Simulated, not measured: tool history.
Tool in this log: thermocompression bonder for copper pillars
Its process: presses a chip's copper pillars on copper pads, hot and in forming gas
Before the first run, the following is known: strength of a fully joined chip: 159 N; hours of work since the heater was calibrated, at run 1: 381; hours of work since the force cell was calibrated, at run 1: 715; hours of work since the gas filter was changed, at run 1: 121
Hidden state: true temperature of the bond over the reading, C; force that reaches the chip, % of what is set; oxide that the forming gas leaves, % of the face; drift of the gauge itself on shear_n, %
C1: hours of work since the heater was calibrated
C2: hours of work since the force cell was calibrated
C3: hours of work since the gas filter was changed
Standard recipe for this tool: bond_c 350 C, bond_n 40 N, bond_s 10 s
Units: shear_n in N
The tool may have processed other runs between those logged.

run 1 hour=0 | bond_c=350 bond_n=40 bond_s=10 | C1=381 C2=715 C3=121 | shear_n=93.7
run 2 hour=53.5 | bond_c=350 bond_n=40 bond_s=6 | C1=408 C2=741 C3=147 | shear_n=81.1
run 3 hour=85.7 | bond_c=350 bond_n=40 bond_s=6 | C1=423 C2=757 C3=163 | shear_n=80.3
run 4 hour=122.1 | bond_c=350 bond_n=40 bond_s=6 | C1=441 C2=775 C3=181 | shear_n=81.8
run 5 hour=174.2 | bond_c=350 bond_n=40 bond_s=6 | C1=467 C2=800 C3=207 | shear_n=81.7
run 6 hour=204.2 | bond_c=350 bond_n=40 bond_s=10 | C1=482 C2=815 C3=221 | shear_n=92
run 7 hour=228.2 | bond_c=350 bond_n=40 bond_s=10 | C1=493 C2=827 C3=233 | shear_n=93
run 8 hour=284.1 | bond_c=350 bond_n=40 bond_s=10 | C1=521 C2=854 C3=261 | shear_n=92.9
run 9 hour=337 | bond_c=350 bond_n=40 bond_s=10 | C1=547 C2=880 C3=287 | shear_n=92.6
run 10 hour=371.4 | bond_c=350 bond_n=40 bond_s=10 | C1=564 C2=897 C3=304 | shear_n=92
run 11 hour=399 | bond_c=350 bond_n=40 bond_s=10 | C1=577 C2=911 C3=317 | shear_n=92.4
run 12 hour=448.1 | bond_c=350 bond_n=40 bond_s=10 | C1=602 C2=935 C3=341 | shear_n=92.8
run 13 hour=475 | bond_c=320 bond_n=40 bond_s=10 | C1=615 C2=948 C3=355 | shear_n=72.5
run 14 hour=529.2 | bond_c=320 bond_n=40 bond_s=10 | C1=641 C2=975 C3=381 | shear_n=70.7
run 15 hour=581.3 | bond_c=320 bond_n=40 bond_s=10 | C1=667 C2=1000 C3=407 | shear_n=68.8
-- hour=614.3 forming gas filter changed
run 16 hour=614.3 | bond_c=339 bond_n=26 bond_s=13 | C1=683 C2=1016 C3=0 | shear_n=63.1
run 17 hour=664.3 | bond_c=339 bond_n=26 bond_s=13 | C1=708 C2=1041 C3=25 | shear_n=63.6
run 18 hour=705 | bond_c=372 bond_n=58 bond_s=9 | C1=728 C2=1061 C3=45 | shear_n=130.7
run 19 hour=735.3 | bond_c=350 bond_n=56 bond_s=17 | C1=742 C2=1076 C3=60 | shear_n=132.9
run 20 hour=758.9 | bond_c=374 bond_n=40 bond_s=11 | C1=754 C2=1087 C3=71 | shear_n=111.1
run 21 hour=802.4 | bond_c=367 bond_n=40 bond_s=11 | C1=775 C2=1109 C3=93 | shear_n=107.5
run 22 hour=855.4 | bond_c=367 bond_n=40 bond_s=11 | C1=802 C2=1135 C3=119 | shear_n=105.8
run 23 hour=889.6 | bond_c=357 bond_n=40 bond_s=6 | C1=818 C2=1152 C3=135 | shear_n=80.4
run 24 hour=929 | bond_c=357 bond_n=40 bond_s=6 | C1=838 C2=1171 C3=155 | shear_n=82.1

Alternative continuations, all from the tool just after run 24; predict every row:
run A hour=980.8 | bond_c=376 bond_n=24 bond_s=14 | C1=863 C2=1197 C3=180 | shear_n=?
run B hour=980.8 | bond_c=331 bond_n=34 bond_s=5 | C1=863 C2=1197 C3=180 | shear_n=?
run C hour=980.8 | bond_c=325 bond_n=36 bond_s=21 | C1=863 C2=1197 C3=180 | shear_n=?
run D hour=980.8 | bond_c=350 bond_n=30 bond_s=10 | C1=863 C2=1197 C3=180 | shear_n=?

run=A shear_n=78.8
run=B shear_n=50.5
run=C shear_n=87.8
run=D shear_n=69.3
Take away the tool's hidden state, keep each run's random variation, and the runs would have read:
run=A shear_n=92.4
run=B shear_n=61.5
run=C shear_n=102.7
run=D shear_n=82.3
